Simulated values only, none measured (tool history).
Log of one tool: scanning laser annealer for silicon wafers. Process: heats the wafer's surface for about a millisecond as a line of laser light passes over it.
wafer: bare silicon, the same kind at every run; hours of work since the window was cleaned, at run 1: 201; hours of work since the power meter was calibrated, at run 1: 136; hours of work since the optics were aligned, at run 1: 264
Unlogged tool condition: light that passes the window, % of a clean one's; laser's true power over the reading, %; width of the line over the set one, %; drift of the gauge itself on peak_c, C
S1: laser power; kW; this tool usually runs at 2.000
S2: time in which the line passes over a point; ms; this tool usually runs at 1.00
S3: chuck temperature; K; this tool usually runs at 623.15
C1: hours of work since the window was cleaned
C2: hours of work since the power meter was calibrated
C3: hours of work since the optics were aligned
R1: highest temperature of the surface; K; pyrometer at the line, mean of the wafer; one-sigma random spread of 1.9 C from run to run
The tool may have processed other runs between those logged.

run	hour	S1	S2	S3	C1	C2	C3	R1
1	0.0	2.000	1.00	623.15	201	136	264	1367.15
2	7.1	2.000	1.00	646.15	204	139	267	1390.15
3	14.4	2.000	1.00	646.15	207	142	270	1389.15
4	20.6	2.000	1.00	646.15	210	145	273	1391.15
5	25.4	2.000	1.20	646.15	212	147	275	1456.15
6	31.7	2.000	1.20	646.15	215	150	278	1459.15
7	39.5	2.000	1.20	646.15	218	153	281	1459.15
8	46.9	2.000	1.20	646.15	221	157	285	1457.15
9	51.1	2.000	1.20	646.15	223	159	286	1459.15
10	56.6	1.794	1.20	646.15	226	161	289	1377.15
11	63.5	1.794	1.20	646.15	229	164	292	1373.15
12	67.8	1.794	1.02	646.15	231	166	294	1320.15
13	74.0	1.794	1.02	646.15	233	169	297	1319.15
14	81.4	1.794	1.02	646.15	237	172	300	1318.15
15	85.6	1.794	1.02	646.15	239	174	302	1319.15
16	93.2	1.794	1.02	646.15	242	177	305	1322.15
17	99.5	1.794	1.02	646.15	245	180	308	1320.15
18	106.5	1.794	1.02	646.15	248	183	311	1320.15
19	111.8	1.794	1.02	646.15	250	186	313	1320.15
20	121.6	2.000	1.00	623.15	255	190	318	1368.15
21	126.6	2.000	1.00	623.15	257	192	320	1367.15
22	135.5	2.000	1.00	623.15	261	196	324	1366.15
23	140.1	1.721	1.00	657.15	263	198	326	1298.15
24	149.8	2.188	1.18	602.15	267	202	330	1485.15
25	155.8	2.188	1.18	602.15	270	205	333	1486.15
26	162.4	2.000	1.00	609.15	273	208	336	1355.15
27	167.6	1.762	1.11	626.15	275	210	338	1318.15
28	173.7	1.762	1.11	626.15	278	213	341	1317.15
29	178.4	1.743	0.80	623.15	280	215	343	1205.15
30	184.9	2.000	0.80	626.15	283	218	346	1293.15
31	193.2	2.000	0.80	626.15	286	222	350	1296.15
32	197.5	2.000	0.80	626.15	288	224	351	1292.15
33	205.6	2.000	1.08	636.15	292	227	355	1408.15
34	214.5	1.825	0.89	659.15	296	231	359	1301.15
35	223.9	1.825	0.89	663.15	300	235	363	1303.15
36	232.9	1.825	0.89	663.15	304	239	367	1304.15
37	239.4	2.027	0.87	662.15	307	242	370	1367.15
38	247.9	2.027	0.87	662.15	311	246	374	1367.15
39	252.9	2.000	0.86	645.15	313	248	376	1337.15
40	260.8	2.000	0.86	645.15	316	252	380	1339.15

What if the next run were any one of these 4? Each begins from the tool's condition after run 40:
A	269.6	2.148	1.07	618.15	320	256	383	?
B	269.6	2.000	0.92	623.15	320	256	383	?
C	269.6	1.978	1.20	613.15	320	256	383	?
D	269.6	1.767	0.85	607.15	320	256	383	?

run	R1
A	1444.15
B	1342.15
C	1415.15
D	1215.15
Had the tool no hidden state, the same runs would have come out as:
run	R1
A	1445.15
B	1343.15
C	1416.15
D	1216.15
